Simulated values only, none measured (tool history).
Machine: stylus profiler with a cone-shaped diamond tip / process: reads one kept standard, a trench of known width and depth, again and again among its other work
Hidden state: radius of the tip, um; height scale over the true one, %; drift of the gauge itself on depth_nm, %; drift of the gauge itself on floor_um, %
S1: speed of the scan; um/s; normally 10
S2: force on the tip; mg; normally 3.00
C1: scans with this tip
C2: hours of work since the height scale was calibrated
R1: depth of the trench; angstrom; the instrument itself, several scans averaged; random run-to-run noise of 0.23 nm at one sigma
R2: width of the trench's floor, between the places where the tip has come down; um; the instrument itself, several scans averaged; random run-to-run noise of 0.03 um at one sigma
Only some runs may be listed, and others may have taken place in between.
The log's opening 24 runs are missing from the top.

| run | hour | S1 | S2 | C1 | C2 | R1 | R2 |
|---|---|---|---|---|---|---|---|
| 25 | 255.8 | 15 | 3.30 | 3684 | 281 | 10194.7 | 23.50 |
| 26 | 264.6 | 15 | 3.30 | 3756 | 287 | 10196.9 | 23.44 |
| 27 | 278.6 | 3 | 2.20 | 3869 | 295 | 10152.7 | 23.51 |
| 28 | 293.3 | 3 | 2.20 | 3988 | 305 | 10152.3 | 23.45 |
| 29 | 303.9 | 36 | 2.06 | 4074 | 311 | 10144.1 | 23.37 |
| 30 | 312.3 | 2 | 1.29 | 4141 | 316 | 10110.0 | 23.47 |
| 31 | 322.1 | 2 | 1.29 | 4220 | 322 | 10116.1 | 23.44 |
| 32 | 333.8 | 12 | 3.00 | 4315 | 330 | 10185.6 | 23.43 |
| 33 | 346.9 | 12 | 4.98 | 4421 | 338 | 10262.3 | 23.41 |
| 34 | 355.4 | 4 | 4.98 | 4490 | 343 | 10256.9 | 23.42 |
| 35 | 368.8 | 5 | 6.35 | 4598 | 351 | 10303.4 | 23.41 |
| 36 | 382.0 | 13 | 2.73 | 4705 | 359 | 10178.0 | 23.38 |
| 37 | 389.5 | 13 | 2.73 | 4766 | 364 | 10175.0 | 23.34 |
| 38 | 395.8 | 13 | 2.73 | 4816 | 368 | 10179.7 | 23.32 |
| 39 | 411.0 | 10 | 1.38 | 4940 | 377 | 10118.8 | 23.36 |
| 40 | 423.7 | 10 | 1.38 | 5042 | 385 | 10121.2 | 23.35 |
| 41 | 432.8 | 8 | 2.82 | 5115 | 391 | 10183.1 | 23.33 |
| 42 | 440.6 | 8 | 7.74 | 5178 | 395 | 10346.3 | 23.28 |
| 43 | 449.1 | 32 | 5.93 | 5247 | 401 | 10291.9 | 23.28 |
| 44 | 463.1 | 32 | 5.93 | 5361 | 409 | 10291.8 | 23.24 |
| 45 | 471.1 | 21 | 4.22 | 5426 | 414 | 10231.7 | 23.28 |
| 46 | 484.9 | 2 | 1.16 | 5537 | 423 | 10108.9 | 23.28 |

Forecast each of these 5 alternatives for the next run:
| A | 492.5 | 10 | 3.42 | 5598 | 427 | ? | ? |
| B | 492.5 | 10 | 4.33 | 5598 | 427 | ? | ? |
| C | 492.5 | 2 | 1.34 | 5598 | 427 | ? | ? |
| D | 492.5 | 5 | 2.13 | 5598 | 427 | ? | ? |
| E | 492.5 | 10 | 6.13 | 5598 | 427 | ? | ? |

| run | R1 | R2 |
|---|---|---|
| A | 10209.5 | 23.30 |
| B | 10240.3 | 23.31 |
| C | 10118.1 | 23.32 |
| D | 10154.3 | 23.31 |
| E | 10297.9 | 23.34 |
Take away the tool's hidden state, keep each run's random variation, and the runs would have read:
| run | R1 | R2 |
|---|---|---|
| A | 10192.8 | 23.98 |
| B | 10223.5 | 23.99 |
| C | 10101.6 | 24.00 |
| D | 10137.7 | 24.00 |
| E | 10281.0 | 24.02 |

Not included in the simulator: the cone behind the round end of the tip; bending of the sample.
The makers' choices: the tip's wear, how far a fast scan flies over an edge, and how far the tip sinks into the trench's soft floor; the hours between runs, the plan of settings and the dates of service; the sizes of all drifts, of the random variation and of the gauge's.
